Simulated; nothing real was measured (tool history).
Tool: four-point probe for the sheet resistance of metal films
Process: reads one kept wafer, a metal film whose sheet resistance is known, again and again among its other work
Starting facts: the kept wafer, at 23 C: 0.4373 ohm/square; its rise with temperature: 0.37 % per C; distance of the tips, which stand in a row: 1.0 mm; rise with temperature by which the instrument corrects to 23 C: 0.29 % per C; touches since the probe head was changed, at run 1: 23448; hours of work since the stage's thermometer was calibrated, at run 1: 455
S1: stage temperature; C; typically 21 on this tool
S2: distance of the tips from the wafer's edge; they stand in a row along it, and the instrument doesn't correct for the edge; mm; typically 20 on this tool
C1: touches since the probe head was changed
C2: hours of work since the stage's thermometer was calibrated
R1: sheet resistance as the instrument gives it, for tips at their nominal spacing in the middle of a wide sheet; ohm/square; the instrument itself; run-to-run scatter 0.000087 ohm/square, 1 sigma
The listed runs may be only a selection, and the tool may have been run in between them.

{"run": 1, "hour": 0.0, "S1": 21, "S2": 20, "C1": 23448, "C2": 455, "R1": 0.436722}
{"run": 2, "hour": 18.8, "S1": 21, "S2": 20, "C1": 24207, "C2": 465, "R1": 0.436695}
{"run": 3, "hour": 30.1, "S1": 21, "S2": 20, "C1": 24666, "C2": 471, "R1": 0.436738}
{"run": 4, "hour": 43.9, "S1": 21, "S2": 20, "C1": 25225, "C2": 479, "R1": 0.436813}
{"run": 5, "hour": 56.2, "S1": 21, "S2": 20, "C1": 25724, "C2": 486, "R1": 0.436767}
{"run": 6, "hour": 67.6, "S1": 21, "S2": 20, "C1": 26184, "C2": 492, "R1": 0.436833}
{"run": 7, "hour": 76.4, "S1": 34, "S2": 20, "C1": 26540, "C2": 497, "R1": 0.441121}
{"run": 8, "hour": 87.7, "S1": 34, "S2": 20, "C1": 26999, "C2": 503, "R1": 0.441149}
{"run": 9, "hour": 100.2, "S1": 21, "S2": 20, "C1": 27505, "C2": 510, "R1": 0.43675}
{"run": 10, "hour": 110.3, "S1": 21, "S2": 20, "C1": 27911, "C2": 515, "R1": 0.436947}
{"run": 11, "hour": 126.9, "S1": 21, "S2": 21, "C1": 28584, "C2": 524, "R1": 0.436674}
{"run": 12, "hour": 139.1, "S1": 32, "S2": 11, "C1": 29076, "C2": 531, "R1": 0.441879}
{"run": 13, "hour": 150.7, "S1": 19, "S2": 11, "C1": 29549, "C2": 537, "R1": 0.437392}
{"run": 14, "hour": 167.6, "S1": 21, "S2": 7, "C1": 30233, "C2": 546, "R1": 0.441077}
{"run": 15, "hour": 188.6, "S1": 34, "S2": 54, "C1": 31081, "C2": 558, "R1": 0.440726}
{"run": 16, "hour": 198.5, "S1": 19, "S2": 48, "C1": 31481, "C2": 563, "R1": 0.43583}
{"run": 17, "hour": 210.2, "S1": 35, "S2": 5, "C1": 31955, "C2": 570, "R1": 0.450234}
{"run": 18, "hour": 226.8, "S1": 30, "S2": 36, "C1": 32629, "C2": 579, "R1": 0.439612}
{"run": 19, "hour": 240.9, "S1": 21, "S2": 54, "C1": 33196, "C2": 586, "R1": 0.436223}
{"run": 20, "hour": 258.5, "S1": 34, "S2": 4, "C1": 33912, "C2": 596, "R1": 0.454803}

Below are 5 alternative next runs, each starting from the tool's condition after run 20. Predict each:
{"run": "A", "hour": 274.0, "S1": 19, "S2": 47, "C1": 34539, "C2": 605, "R1": "?"}
{"run": "B", "hour": 274.0, "S1": 19, "S2": 72, "C1": 34539, "C2": 605, "R1": "?"}
{"run": "C", "hour": 274.0, "S1": 22, "S2": 5, "C1": 34539, "C2": 605, "R1": "?"}
{"run": "D", "hour": 274.0, "S1": 19, "S2": 11, "C1": 34539, "C2": 605, "R1": "?"}
{"run": "E", "hour": 274.0, "S1": 31, "S2": 4, "C1": 34539, "C2": 605, "R1": "?"}

run=A R1=0.436146
run=B R1=0.435870
run=C R1=0.445808
run=D R1=0.437703
run=E R1=0.454030
The same runs, with their run-to-run variation unchanged, on a tool lacking any hidden condition would have given:
run=A R1=0.436332
run=B R1=0.436056
run=C R1=0.446000
run=D R1=0.437889
run=E R1=0.454232

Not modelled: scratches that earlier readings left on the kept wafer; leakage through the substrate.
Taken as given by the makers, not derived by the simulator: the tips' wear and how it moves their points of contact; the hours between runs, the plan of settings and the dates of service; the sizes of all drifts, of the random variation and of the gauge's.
